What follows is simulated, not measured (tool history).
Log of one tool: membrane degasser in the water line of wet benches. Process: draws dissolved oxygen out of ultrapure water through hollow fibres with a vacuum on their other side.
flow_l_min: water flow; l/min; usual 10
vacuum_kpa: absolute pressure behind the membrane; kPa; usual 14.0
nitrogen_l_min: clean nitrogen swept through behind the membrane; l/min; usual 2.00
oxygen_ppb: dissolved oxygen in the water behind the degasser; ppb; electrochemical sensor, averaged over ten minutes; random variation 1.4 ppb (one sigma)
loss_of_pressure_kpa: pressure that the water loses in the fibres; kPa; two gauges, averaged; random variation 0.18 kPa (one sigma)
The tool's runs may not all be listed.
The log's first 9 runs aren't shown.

| run | day | flow_l_min | vacuum_kpa | nitrogen_l_min | hours since the membrane was changed | hours since the vacuum gauge was calibrated | hours since the vacuum lines were made tight | oxygen_ppb | loss_of_pressure_kpa |
|---|---|---|---|---|---|---|---|---|---|
| 10 | 71.983 | 10 | 26.4 | 2.00 | 6763 | 4558 | 3462 | 286.6 | 33.10 |
| 11 | 80.967 | 9 | 14.0 | 2.00 | 6979 | 4774 | 3678 | 130.7 | 30.03 |
| 12 | 87.879 | 10 | 30.6 | 2.00 | 7144 | 4940 | 3844 | 339.5 | 33.22 |
| 13 | 93.446 | 10 | 30.6 | 2.00 | 7278 | 5074 | 3977 | 343.5 | 33.12 |
| 14 | 100.971 | 10 | 9.1 | 2.00 | 7459 | 5254 | 4158 | 85.4 | 33.03 |
| 15 | 105.858 | 10 | 14.0 | 2.00 | 7576 | 5372 | 4275 | 146.4 | 33.43 |
| 16 | 114.904 | 10 | 14.0 | 1.78 | 7793 | 5589 | 4493 | 161.9 | 33.23 |
| 17 | 121.583 | 8 | 28.9 | 5.60 | 7953 | 5749 | 4653 | 100.2 | 26.76 |
| 18 | 127.462 | 12 | 32.6 | 0.89 | 8094 | 5890 | 4794 | 860.7 | 40.21 |
| 19 | 135.762 | 12 | 14.8 | 3.19 | 8294 | 6089 | 4993 | 130.5 | 40.42 |
| 20 | 141.721 | 12 | 14.8 | 3.19 | 8437 | 6232 | 5136 | 131.4 | 40.05 |
| 21 | 147.133 | 12 | 14.8 | 3.19 | 8567 | 6362 | 5266 | 131.8 | 40.25 |
| 22 | 155.388 | 10 | 10.4 | 3.26 | 8765 | 6560 | 5464 | 68.7 | 33.74 |
| 23 | 160.262 | 11 | 25.0 | 3.90 | 8882 | 6677 | 5581 | 173.2 | 37.00 |
| 24 | 166.017 | 7 | 31.0 | 3.90 | 9020 | 6815 | 5719 | 134.8 | 23.27 |
| 25 | 175.104 | 7 | 31.0 | 3.90 | 9238 | 7033 | 5937 | 137.0 | 23.56 |
| 26 | 186.246 | 7 | 14.0 | 2.15 | 9505 | 7301 | 6205 | 97.7 | 23.63 |
| 27 | 191.588 | 6 | 14.0 | 1.73 | 9633 | 7429 | 6333 | 104.1 | 20.45 |
| 28 | 202.467 | 11 | 14.4 | 0.86 | 9894 | 7690 | 6594 | 357.5 | 37.33 |
| 29 | 207.162 | 11 | 14.4 | 0.86 | 10007 | 7803 | 6707 | 359.3 | 37.28 |
| 30 | 214.146 | 11 | 14.4 | 0.86 | 10175 | 7970 | 6874 | 357.8 | 37.29 |
| 31 | 222.125 | 9 | 14.4 | 2.93 | 10366 | 8162 | 7066 | 100.1 | 30.55 |

Forecast each of these 4 alternatives for the next run:
| A | 229.775 | 10 | 14.0 | 2.67 | 10550 | 8346 | 7249 | ? | ? |
| B | 229.775 | 10 | 14.0 | 1.22 | 10550 | 8346 | 7249 | ? | ? |
| C | 229.775 | 11 | 9.1 | 1.30 | 10550 | 8346 | 7249 | ? | ? |
| D | 229.775 | 10 | 14.0 | 1.50 | 10550 | 8346 | 7249 | ? | ? |

| run | oxygen_ppb | loss_of_pressure_kpa |
|---|---|---|
| A | 117.4 | 33.87 |
| B | 232.8 | 33.71 |
| C | 146.5 | 37.35 |
| D | 196.1 | 34.09 |
Without the tool's hidden state the same runs would have given:
| run | oxygen_ppb | loss_of_pressure_kpa |
|---|---|---|
| A | 105.8 | 32.41 |
| B | 213.1 | 32.25 |
| C | 129.9 | 35.74 |
| D | 178.9 | 32.61 |
